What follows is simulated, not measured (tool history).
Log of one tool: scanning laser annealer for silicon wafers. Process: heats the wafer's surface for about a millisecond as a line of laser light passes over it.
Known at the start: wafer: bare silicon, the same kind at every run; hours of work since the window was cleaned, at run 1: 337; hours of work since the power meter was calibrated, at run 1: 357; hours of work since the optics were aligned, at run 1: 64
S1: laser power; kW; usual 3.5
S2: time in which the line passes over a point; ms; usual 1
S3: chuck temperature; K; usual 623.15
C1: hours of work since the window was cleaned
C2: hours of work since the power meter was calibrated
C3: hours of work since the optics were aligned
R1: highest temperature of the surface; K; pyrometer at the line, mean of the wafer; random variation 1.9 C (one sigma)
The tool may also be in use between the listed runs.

Run 1, hour 0: usual settings; C1 337; C2 357; C3 64. Result: R1 1461.15 K.
Run 2, hour 27.2: usual settings but S2 1.12 ms; C1 350; C2 370; C3 77. Result: R1 1513.15 K.
Run 3, hour 57.8: usual settings but S2 1.12 ms; C1 364; C2 384; C3 91. Result: R1 1510.15 K.
Run 4, hour 73.8: usual settings but S2 1.12 ms; C1 372; C2 392; C3 99. Result: R1 1512.15 K.
Run 5, hour 102.8: usual settings; C1 385; C2 405; C3 112. Result: R1 1459.15 K.
Run 6, hour 126.7: usual settings; C1 396; C2 416; C3 123. Result: R1 1458.15 K.
At hour 146.8: window over the wafer cleaned.
Run 7, hour 159.2: usual settings; C1 6; C2 430; C3 137. Result: R1 1463.15 K.
Run 8, hour 185.8: usual settings but S1 3.003 kW, S2 1.17 ms, S3 646.15 K; C1 18; C2 443; C3 150. Result: R1 1389.15 K.
Run 9, hour 220.1: usual settings but S1 3.212 kW; C1 34; C2 458; C3 166. Result: R1 1372.15 K.
Run 10, hour 242.2: usual settings but S1 3.387 kW, S2 1.25 ms, S3 617.15 K; C1 44; C2 469; C3 176. Result: R1 1510.15 K.
Run 11, hour 281.1: usual settings but S1 3.032 kW, S2 1.05 ms, S3 656.15 K; C1 62; C2 487; C3 194. Result: R1 1367.15 K.
Run 12, hour 297.2: usual settings but S3 616.15 K; C1 70; C2 494; C3 201. Result: R1 1455.15 K.
Run 13, hour 328.8: usual settings but S1 3.534 kW, S2 0.78 ms, S3 656.15 K; C1 84; C2 509; C3 216. Result: R1 1405.15 K.
Run 14, hour 360: usual settings but S1 3.534 kW, S2 0.78 ms, S3 656.15 K; C1 99; C2 523; C3 230. Result: R1 1406.15 K.

Forecast each of these 5 alternatives for the next run:
Run A, hour 383.1: usual settings but S2 0.75 ms, S3 621.15 K; C1 109; C2 534; C3 241. Result: R1 ?.
Run B, hour 383.1: usual settings but S1 3.785 kW, S2 0.83 ms; C1 109; C2 534; C3 241. Result: R1 ?.
Run C, hour 383.1: usual settings but S1 3.459 kW, S2 0.96 ms, S3 584.15 K; C1 109; C2 534; C3 241. Result: R1 ?.
Run D, hour 383.1: usual settings but S1 3.441 kW, S2 0.82 ms, S3 597.15 K; C1 109; C2 534; C3 241. Result: R1 ?.
Run E, hour 383.1: usual settings but S1 3.067 kW, S2 0.73 ms, S3 613.15 K; C1 109; C2 534; C3 241. Result: R1 ?.

run       R1
  A  1353.15
  B  1473.15
  C  1390.15
  D  1339.15
  E  1220.15
Without the tool's hidden state the same runs would have given:
run       R1
  A  1353.15
  B  1473.15
  C  1390.15
  D  1339.15
  E  1221.15
